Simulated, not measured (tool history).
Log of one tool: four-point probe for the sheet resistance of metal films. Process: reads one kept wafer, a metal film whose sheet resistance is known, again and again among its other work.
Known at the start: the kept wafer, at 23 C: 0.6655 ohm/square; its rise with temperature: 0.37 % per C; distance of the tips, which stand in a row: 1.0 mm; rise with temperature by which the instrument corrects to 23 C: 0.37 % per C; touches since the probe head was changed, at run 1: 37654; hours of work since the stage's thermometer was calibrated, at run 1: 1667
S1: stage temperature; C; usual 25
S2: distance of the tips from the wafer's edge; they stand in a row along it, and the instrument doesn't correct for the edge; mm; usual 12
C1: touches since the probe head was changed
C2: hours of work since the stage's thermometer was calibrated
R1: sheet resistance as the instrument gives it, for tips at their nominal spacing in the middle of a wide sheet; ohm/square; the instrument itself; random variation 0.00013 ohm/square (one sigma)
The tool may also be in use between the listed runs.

run   hour  S1  S2     C1    C2        R1
  1      0  25  12  37654  1667  0.672677
  2   17.6  25  12  38480  1681  0.672448
  3   46.7  34  12  39849  1704  0.672914
  4   80.5  34  12  41444  1730   0.67287
  5    117  28  12  43158  1759  0.672477
  6  148.2  28  12  44626  1783  0.672522
  7  166.2  28  19  45477  1797  0.670905
  8  190.3  25   4  46607  1816  0.691814
       194  -- stage's thermometer calibrated
  9  225.7  33   3  48253    25  0.708003
 10  244.7  22  12  49144    40  0.672337
 11  282.1  22  10  50906    69  0.673409
 12  320.8  22  56  52728    99   0.66995
       337  -- stage's thermometer calibrated, once more
 13  350.5  28  39  54100    10  0.669997
 14  377.9  28  39  55389    32  0.669556

3 ways to go on from here, each from the tool as it stands after run 14. What would each give?
  A  420.4  20   4  57391  65   ?
  B  420.4  28  15  57391  65   ?
  C  420.4  22   7  57391  65   ?

run        R1
  A  0.690924
  B  0.671164
  C  0.676512
Without the tool's hidden state the same runs would have given:
run        R1
  A  0.687076
  B  0.667418
  C  0.672738
